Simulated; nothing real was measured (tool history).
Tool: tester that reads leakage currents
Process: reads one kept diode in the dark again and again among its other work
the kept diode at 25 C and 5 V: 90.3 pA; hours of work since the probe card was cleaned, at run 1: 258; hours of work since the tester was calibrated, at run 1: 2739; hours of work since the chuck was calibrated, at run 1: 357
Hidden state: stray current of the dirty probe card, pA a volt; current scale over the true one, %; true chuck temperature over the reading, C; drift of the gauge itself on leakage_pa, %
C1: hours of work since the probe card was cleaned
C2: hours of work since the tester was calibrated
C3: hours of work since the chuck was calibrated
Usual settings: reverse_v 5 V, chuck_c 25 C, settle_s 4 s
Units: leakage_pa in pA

run 1 hour=0 | reverse_v=5 chuck_c=25 settle_s=4 | C1=258 C2=2739 C3=357 | leakage_pa=95.34
run 2 hour=156.3 | reverse_v=5 chuck_c=25 settle_s=4 | C1=325 C2=2806 C3=423 | leakage_pa=95.82
run 3 hour=378.3 | reverse_v=5 chuck_c=25 settle_s=9.56 | C1=419 C2=2900 C3=517 | leakage_pa=96.36
-- hour=551.3 chuck's temperature calibrated
run 4 hour=575.4 | reverse_v=5 chuck_c=25 settle_s=4 | C1=502 C2=2983 C3=10 | leakage_pa=91.39
run 5 hour=688.7 | reverse_v=5 chuck_c=25 settle_s=4 | C1=550 C2=3031 C3=58 | leakage_pa=92.37
run 6 hour=900.5 | reverse_v=3.96 chuck_c=25 settle_s=4 | C1=640 C2=3121 C3=148 | leakage_pa=83.21
run 7 hour=1060.6 | reverse_v=3.96 chuck_c=25 settle_s=4 | C1=708 C2=3189 C3=216 | leakage_pa=84.84
run 8 hour=1155.3 | reverse_v=5 chuck_c=25 settle_s=4 | C1=748 C2=3230 C3=257 | leakage_pa=95.2
run 9 hour=1302.3 | reverse_v=5 chuck_c=25 settle_s=4 | C1=811 C2=3292 C3=319 | leakage_pa=96.65
run 10 hour=1497.6 | reverse_v=5 chuck_c=25 settle_s=4 | C1=894 C2=3375 C3=402 | leakage_pa=97.2
run 11 hour=1659.1 | reverse_v=5 chuck_c=25 settle_s=4 | C1=962 C2=3444 C3=471 | leakage_pa=98.67
run 12 hour=1841.6 | reverse_v=5 chuck_c=25 settle_s=4 | C1=1040 C2=3521 C3=548 | leakage_pa=100.39
-- hour=1948.1 chuck's temperature calibrated
run 13 hour=2056.8 | reverse_v=5 chuck_c=25 settle_s=4 | C1=1131 C2=3612 C3=46 | leakage_pa=93.81
run 14 hour=2258.1 | reverse_v=5 chuck_c=25 settle_s=4 | C1=1216 C2=3697 C3=132 | leakage_pa=94.94
run 15 hour=2386.5 | reverse_v=11.68 chuck_c=25 settle_s=4 | C1=1271 C2=3752 C3=186 | leakage_pa=145.74
run 16 hour=2587.4 | reverse_v=11.68 chuck_c=25 settle_s=4 | C1=1356 C2=3837 C3=272 | leakage_pa=147.7
run 17 hour=2686 | reverse_v=11.68 chuck_c=59 settle_s=4 | C1=1398 C2=3879 C3=314 | leakage_pa=1270.91
run 18 hour=2840.4 | reverse_v=11.68 chuck_c=59 settle_s=4 | C1=1464 C2=3945 C3=379 | leakage_pa=1288.42
run 19 hour=2981.1 | reverse_v=11.68 chuck_c=59 settle_s=2.86 | C1=1524 C2=4005 C3=439 | leakage_pa=1292.33
run 20 hour=3197.8 | reverse_v=11.68 chuck_c=59 settle_s=2.86 | C1=1616 C2=4097 C3=531 | leakage_pa=1303.92
run 21 hour=3336.4 | reverse_v=11.68 chuck_c=59 settle_s=2.86 | C1=1675 C2=4156 C3=590 | leakage_pa=1321.97
-- hour=3352.3 chuck's temperature calibrated
run 22 hour=3450.2 | reverse_v=2.15 chuck_c=33 settle_s=5.32 | C1=1722 C2=4203 C3=42 | leakage_pa=109.58
run 23 hour=3653.4 | reverse_v=5 chuck_c=25 settle_s=0.72 | C1=1808 C2=4290 C3=128 | leakage_pa=97.78
run 24 hour=3854.5 | reverse_v=2.24 chuck_c=37 settle_s=5.47 | C1=1894 C2=4375 C3=213 | leakage_pa=149.01
run 25 hour=4039.6 | reverse_v=2.08 chuck_c=28 settle_s=5.47 | C1=1973 C2=4454 C3=292 | leakage_pa=79.09
-- hour=4169.7 probe card cleaned and baked
run 26 hour=4205.3 | reverse_v=2.08 chuck_c=28 settle_s=5.47 | C1=15 C2=4523 C3=361 | leakage_pa=77.51
run 27 hour=4360.1 | reverse_v=2.08 chuck_c=28 settle_s=5.47 | C1=81 C2=4589 C3=427 | leakage_pa=78.17
run 28 hour=4556.8 | reverse_v=2.08 chuck_c=28 settle_s=5.47 | C1=165 C2=4672 C3=511 | leakage_pa=79.3
run 29 hour=4671.5 | reverse_v=8.73 chuck_c=28 settle_s=1.3 | C1=213 C2=4721 C3=559 | leakage_pa=155.79
-- hour=4761.9 chuck's temperature calibrated
run 30 hour=4780.7 | reverse_v=7.02 chuck_c=50 settle_s=0.63 | C1=259 C2=4767 C3=8 | leakage_pa=569.6
run 31 hour=4966.5 | reverse_v=14.2 chuck_c=25 settle_s=4 | C1=338 C2=4846 C3=87 | leakage_pa=151.55
run 32 hour=5099.2 | reverse_v=2.51 chuck_c=25 settle_s=0.59 | C1=394 C2=4902 C3=143 | leakage_pa=68.02
run 33 hour=5298.1 | reverse_v=13.96 chuck_c=40 settle_s=4.67 | C1=479 C2=4987 C3=228 | leakage_pa=426.42
run 34 hour=5520.8 | reverse_v=13.96 chuck_c=40 settle_s=4.67 | C1=573 C2=5081 C3=323 | leakage_pa=430.36
run 35 hour=5652.8 | reverse_v=3.62 chuck_c=22 settle_s=0.31 | C1=630 C2=5137 C3=379 | leakage_pa=68.68
run 36 hour=5786.6 | reverse_v=3.62 chuck_c=22 settle_s=0.31 | C1=686 C2=5194 C3=436 | leakage_pa=69
run 37 hour=5891.9 | reverse_v=5 chuck_c=25 settle_s=0.61 | C1=731 C2=5239 C3=480 | leakage_pa=99.37

5 ways to go on from here, each from the tool as it stands after run 37. What would each give?
run A hour=6075.4 | reverse_v=5 chuck_c=53 settle_s=4 | C1=809 C2=5317 C3=558 | leakage_pa=?
run B hour=6075.4 | reverse_v=5 chuck_c=25 settle_s=0.75 | C1=809 C2=5317 C3=558 | leakage_pa=?
run C hour=6075.4 | reverse_v=5 chuck_c=33 settle_s=4.7 | C1=809 C2=5317 C3=558 | leakage_pa=?
run D hour=6075.4 | reverse_v=5 chuck_c=51 settle_s=4 | C1=809 C2=5317 C3=558 | leakage_pa=?
run E hour=6075.4 | reverse_v=1.94 chuck_c=28 settle_s=0.44 | C1=809 C2=5317 C3=558 | leakage_pa=?

run=A leakage_pa=618.77
run=B leakage_pa=100.4
run=C leakage_pa=173.39
run=D leakage_pa=549.45
run=E leakage_pa=79.05
Without the tool's hidden state the same runs would have given:
run=A leakage_pa=583.19
run=B leakage_pa=91.29
run=C leakage_pa=160.05
run=D leakage_pa=517.11
run=E leakage_pa=72.99

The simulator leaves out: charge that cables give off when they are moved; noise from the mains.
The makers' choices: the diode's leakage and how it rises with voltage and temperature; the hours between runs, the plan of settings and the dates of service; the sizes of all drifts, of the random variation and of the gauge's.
